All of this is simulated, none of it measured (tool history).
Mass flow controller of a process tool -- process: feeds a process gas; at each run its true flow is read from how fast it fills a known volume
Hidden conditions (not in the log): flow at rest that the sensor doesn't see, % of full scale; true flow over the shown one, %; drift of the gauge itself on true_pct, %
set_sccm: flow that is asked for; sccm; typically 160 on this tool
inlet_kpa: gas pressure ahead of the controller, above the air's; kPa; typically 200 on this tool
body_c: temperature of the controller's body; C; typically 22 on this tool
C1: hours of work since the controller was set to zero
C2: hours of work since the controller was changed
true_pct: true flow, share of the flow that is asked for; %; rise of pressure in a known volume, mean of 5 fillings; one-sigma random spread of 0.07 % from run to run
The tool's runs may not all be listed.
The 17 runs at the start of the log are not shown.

{"run": 18, "hour": 1121.3, "set_sccm": 61, "inlet_kpa": 200, "body_c": 22, "C1": 2515, "C2": 2515, "true_pct": 98.08}
{"run": 19, "hour": 1193.7, "set_sccm": 61, "inlet_kpa": 200, "body_c": 22, "C1": 2540, "C2": 2540, "true_pct": 97.96}
{"run": 20, "hour": 1239.9, "set_sccm": 160, "inlet_kpa": 200, "body_c": 30, "C1": 2555, "C2": 2555, "true_pct": 99.77}
{"run": 21, "hour": 1284.5, "set_sccm": 160, "inlet_kpa": 200, "body_c": 30, "C1": 2571, "C2": 2571, "true_pct": 99.96}
{"run": 22, "hour": 1347.4, "set_sccm": 160, "inlet_kpa": 200, "body_c": 30, "C1": 2592, "C2": 2592, "true_pct": 99.89}
{"run": 23, "hour": 1392.3, "set_sccm": 160, "inlet_kpa": 200, "body_c": 22, "C1": 2608, "C2": 2608, "true_pct": 99.23}
{"run": 24, "hour": 1479.4, "set_sccm": 160, "inlet_kpa": 200, "body_c": 22, "C1": 2638, "C2": 2638, "true_pct": 99.26}
{"run": 25, "hour": 1546.4, "set_sccm": 29, "inlet_kpa": 200, "body_c": 22, "C1": 2661, "C2": 2661, "true_pct": 97.58}
{"run": 26, "hour": 1590.9, "set_sccm": 29, "inlet_kpa": 200, "body_c": 22, "C1": 2676, "C2": 2676, "true_pct": 97.63}
{"run": 27, "hour": 1677.8, "set_sccm": 29, "inlet_kpa": 200, "body_c": 22, "C1": 2706, "C2": 2706, "true_pct": 97.65}
{"run": 28, "hour": 1730.9, "set_sccm": 29, "inlet_kpa": 200, "body_c": 22, "C1": 2724, "C2": 2724, "true_pct": 97.62}
{"run": 29, "hour": 1825.4, "set_sccm": 77, "inlet_kpa": 235, "body_c": 22, "C1": 2756, "C2": 2756, "true_pct": 97.93}
{"run": 30, "hour": 1876.9, "set_sccm": 77, "inlet_kpa": 235, "body_c": 22, "C1": 2774, "C2": 2774, "true_pct": 97.88}
{"run": 31, "hour": 1971.4, "set_sccm": 77, "inlet_kpa": 235, "body_c": 22, "C1": 2806, "C2": 2806, "true_pct": 97.94}
{"run": 32, "hour": 2062.0, "set_sccm": 77, "inlet_kpa": 235, "body_c": 22, "C1": 2837, "C2": 2837, "true_pct": 97.97}
{"run": 33, "hour": 2120.2, "set_sccm": 77, "inlet_kpa": 241, "body_c": 23, "C1": 2857, "C2": 2857, "true_pct": 98.02}
{"run": 34, "hour": 2190.6, "set_sccm": 160, "inlet_kpa": 153, "body_c": 33, "C1": 2881, "C2": 2881, "true_pct": 100.28}
{"run": 35, "hour": 2271.0, "set_sccm": 160, "inlet_kpa": 153, "body_c": 33, "C1": 2909, "C2": 2909, "true_pct": 100.46}
{"run": 36, "hour": 2318.6, "set_sccm": 97, "inlet_kpa": 142, "body_c": 33, "C1": 2925, "C2": 2925, "true_pct": 99.62}
{"run": 37, "hour": 2412.9, "set_sccm": 73, "inlet_kpa": 145, "body_c": 25, "C1": 2957, "C2": 2957, "true_pct": 98.87}
{"run": 38, "hour": 2494.9, "set_sccm": 96, "inlet_kpa": 162, "body_c": 26, "C1": 2986, "C2": 2986, "true_pct": 99.12}
{"run": 39, "hour": 2559.3, "set_sccm": 23, "inlet_kpa": 230, "body_c": 35, "C1": 3008, "C2": 3008, "true_pct": 98.34}
{"run": 40, "hour": 2605.2, "set_sccm": 160, "inlet_kpa": 275, "body_c": 22, "C1": 3023, "C2": 3023, "true_pct": 98.78}

The next listed run, before its measurement:
{"run": 41, "hour": 2654.5, "set_sccm": 51, "inlet_kpa": 158, "body_c": 23, "C1": 3040, "C2": 3040, "true_pct": "?"}

{"run 41": {"true_pct": 98.19}}
Minus the tool's unlogged condition, the same run would have read true_pct 98.19 %.
